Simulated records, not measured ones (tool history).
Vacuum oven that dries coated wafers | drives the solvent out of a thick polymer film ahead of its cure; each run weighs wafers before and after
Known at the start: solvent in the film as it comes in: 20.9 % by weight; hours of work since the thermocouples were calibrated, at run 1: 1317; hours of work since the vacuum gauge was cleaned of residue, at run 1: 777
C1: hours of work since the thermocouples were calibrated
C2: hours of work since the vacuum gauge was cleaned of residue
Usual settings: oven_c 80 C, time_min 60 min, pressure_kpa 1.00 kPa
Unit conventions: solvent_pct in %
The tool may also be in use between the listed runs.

{"run": 1, "hour": 0.0, "oven_c": 80, "time_min": 60, "pressure_kpa": 1.0, "C1": 1317, "C2": 777, "solvent_pct": 2.32}
{"run": 2, "hour": 51.3, "oven_c": 80, "time_min": 60, "pressure_kpa": 1.0, "C1": 1342, "C2": 801, "solvent_pct": 2.23}
{"run": 3, "hour": 104.5, "oven_c": 80, "time_min": 60, "pressure_kpa": 1.0, "C1": 1367, "C2": 827, "solvent_pct": 2.43}
{"run": 4, "hour": 171.1, "oven_c": 80, "time_min": 60, "pressure_kpa": 1.0, "C1": 1399, "C2": 858, "solvent_pct": 2.33}
{"hour": 179.3, "done": "oven's thermocouples calibrated"}
{"run": 5, "hour": 235.6, "oven_c": 80, "time_min": 60, "pressure_kpa": 1.0, "C1": 27, "C2": 888, "solvent_pct": 1.76}
{"run": 6, "hour": 271.7, "oven_c": 80, "time_min": 60, "pressure_kpa": 1.0, "C1": 44, "C2": 905, "solvent_pct": 1.7}
{"run": 7, "hour": 339.6, "oven_c": 80, "time_min": 60, "pressure_kpa": 1.0, "C1": 76, "C2": 938, "solvent_pct": 1.73}
{"run": 8, "hour": 416.2, "oven_c": 80, "time_min": 60, "pressure_kpa": 1.0, "C1": 113, "C2": 974, "solvent_pct": 1.87}
{"run": 9, "hour": 482.6, "oven_c": 80, "time_min": 60, "pressure_kpa": 1.0, "C1": 144, "C2": 1006, "solvent_pct": 1.82}
{"run": 10, "hour": 543.1, "oven_c": 80, "time_min": 60, "pressure_kpa": 1.0, "C1": 173, "C2": 1035, "solvent_pct": 1.91}
{"run": 11, "hour": 596.3, "oven_c": 91, "time_min": 60, "pressure_kpa": 1.0, "C1": 199, "C2": 1060, "solvent_pct": 0.47}
{"run": 12, "hour": 652.0, "oven_c": 80, "time_min": 60, "pressure_kpa": 1.46, "C1": 225, "C2": 1086, "solvent_pct": 2.09}
{"run": 13, "hour": 729.8, "oven_c": 80, "time_min": 60, "pressure_kpa": 1.46, "C1": 262, "C2": 1123, "solvent_pct": 2.2}
{"run": 14, "hour": 791.3, "oven_c": 80, "time_min": 60, "pressure_kpa": 1.46, "C1": 291, "C2": 1153, "solvent_pct": 2.15}
{"run": 15, "hour": 828.4, "oven_c": 80, "time_min": 53, "pressure_kpa": 1.0, "C1": 309, "C2": 1170, "solvent_pct": 2.35}
{"run": 16, "hour": 876.0, "oven_c": 80, "time_min": 53, "pressure_kpa": 1.0, "C1": 332, "C2": 1193, "solvent_pct": 2.29}
{"run": 17, "hour": 914.2, "oven_c": 80, "time_min": 39, "pressure_kpa": 1.0, "C1": 350, "C2": 1211, "solvent_pct": 3.73}
{"run": 18, "hour": 996.8, "oven_c": 80, "time_min": 39, "pressure_kpa": 1.0, "C1": 389, "C2": 1251, "solvent_pct": 3.71}
{"run": 19, "hour": 1032.8, "oven_c": 71, "time_min": 39, "pressure_kpa": 1.0, "C1": 406, "C2": 1268, "solvent_pct": 7.77}
{"run": 20, "hour": 1072.1, "oven_c": 80, "time_min": 106, "pressure_kpa": 1.0, "C1": 425, "C2": 1286, "solvent_pct": 0.85}
{"run": 21, "hour": 1121.5, "oven_c": 80, "time_min": 60, "pressure_kpa": 0.87, "C1": 449, "C2": 1310, "solvent_pct": 1.91}
{"run": 22, "hour": 1195.7, "oven_c": 80, "time_min": 31, "pressure_kpa": 0.78, "C1": 484, "C2": 1345, "solvent_pct": 5.1}
{"run": 23, "hour": 1233.2, "oven_c": 91, "time_min": 65, "pressure_kpa": 1.1, "C1": 502, "C2": 1363, "solvent_pct": 0.48}
{"run": 24, "hour": 1273.2, "oven_c": 91, "time_min": 65, "pressure_kpa": 1.94, "C1": 521, "C2": 1382, "solvent_pct": 0.84}
{"run": 25, "hour": 1321.1, "oven_c": 86, "time_min": 60, "pressure_kpa": 1.0, "C1": 544, "C2": 1405, "solvent_pct": 0.96}
{"run": 26, "hour": 1385.5, "oven_c": 80, "time_min": 31, "pressure_kpa": 1.0, "C1": 574, "C2": 1436, "solvent_pct": 5.2}
{"run": 27, "hour": 1456.0, "oven_c": 67, "time_min": 45, "pressure_kpa": 1.07, "C1": 608, "C2": 1469, "solvent_pct": 8.85}
{"run": 28, "hour": 1535.8, "oven_c": 75, "time_min": 45, "pressure_kpa": 3.64, "C1": 646, "C2": 1507, "solvent_pct": 6.49}
{"run": 29, "hour": 1617.9, "oven_c": 75, "time_min": 45, "pressure_kpa": 3.64, "C1": 685, "C2": 1546, "solvent_pct": 6.66}
{"run": 30, "hour": 1697.4, "oven_c": 82, "time_min": 60, "pressure_kpa": 1.0, "C1": 723, "C2": 1584, "solvent_pct": 1.68}
{"run": 31, "hour": 1748.8, "oven_c": 82, "time_min": 60, "pressure_kpa": 1.0, "C1": 747, "C2": 1609, "solvent_pct": 1.56}
{"run": 32, "hour": 1789.2, "oven_c": 70, "time_min": 60, "pressure_kpa": 3.9, "C1": 766, "C2": 1628, "solvent_pct": 7.7}
{"run": 33, "hour": 1824.2, "oven_c": 70, "time_min": 102, "pressure_kpa": 1.23, "C1": 783, "C2": 1644, "solvent_pct": 3.4}
{"run": 34, "hour": 1896.4, "oven_c": 93, "time_min": 42, "pressure_kpa": 2.39, "C1": 817, "C2": 1679, "solvent_pct": 1.15}
{"run": 35, "hour": 1965.2, "oven_c": 73, "time_min": 60, "pressure_kpa": 0.79, "C1": 850, "C2": 1712, "solvent_pct": 4.55}
{"run": 36, "hour": 2003.7, "oven_c": 78, "time_min": 32, "pressure_kpa": 1.12, "C1": 868, "C2": 1730, "solvent_pct": 6.32}
{"run": 37, "hour": 2055.5, "oven_c": 66, "time_min": 63, "pressure_kpa": 3.23, "C1": 893, "C2": 1755, "solvent_pct": 9.23}
{"run": 38, "hour": 2136.9, "oven_c": 80, "time_min": 47, "pressure_kpa": 0.86, "C1": 932, "C2": 1793, "solvent_pct": 3.25}
{"run": 39, "hour": 2206.5, "oven_c": 72, "time_min": 62, "pressure_kpa": 0.51, "C1": 965, "C2": 1826, "solvent_pct": 4.66}
{"run": 40, "hour": 2268.3, "oven_c": 89, "time_min": 60, "pressure_kpa": 1.04, "C1": 994, "C2": 1856, "solvent_pct": 0.74}
{"run": 41, "hour": 2334.8, "oven_c": 75, "time_min": 91, "pressure_kpa": 2.41, "C1": 1026, "C2": 1888, "solvent_pct": 3.3}
{"run": 42, "hour": 2395.2, "oven_c": 66, "time_min": 86, "pressure_kpa": 0.73, "C1": 1055, "C2": 1916, "solvent_pct": 5.76}

Branching from run 42: 3 alternative next runs. What would each branch give?
{"run": "A", "hour": 2448.6, "oven_c": 85, "time_min": 47, "pressure_kpa": 2.31, "C1": 1080, "C2": 1942, "solvent_pct": "?"}
{"run": "B", "hour": 2448.6, "oven_c": 66, "time_min": 86, "pressure_kpa": 0.6, "C1": 1080, "C2": 1942, "solvent_pct": "?"}
{"run": "C", "hour": 2448.6, "oven_c": 82, "time_min": 34, "pressure_kpa": 0.79, "C1": 1080, "C2": 1942, "solvent_pct": "?"}

run=A solvent_pct=2.55
run=B solvent_pct=5.77
run=C solvent_pct=4.15
The same runs, with their run-to-run variation unchanged, on a tool lacking any hidden condition would have given:
run=A solvent_pct=1.96
run=B solvent_pct=4.64
run=C solvent_pct=3.28
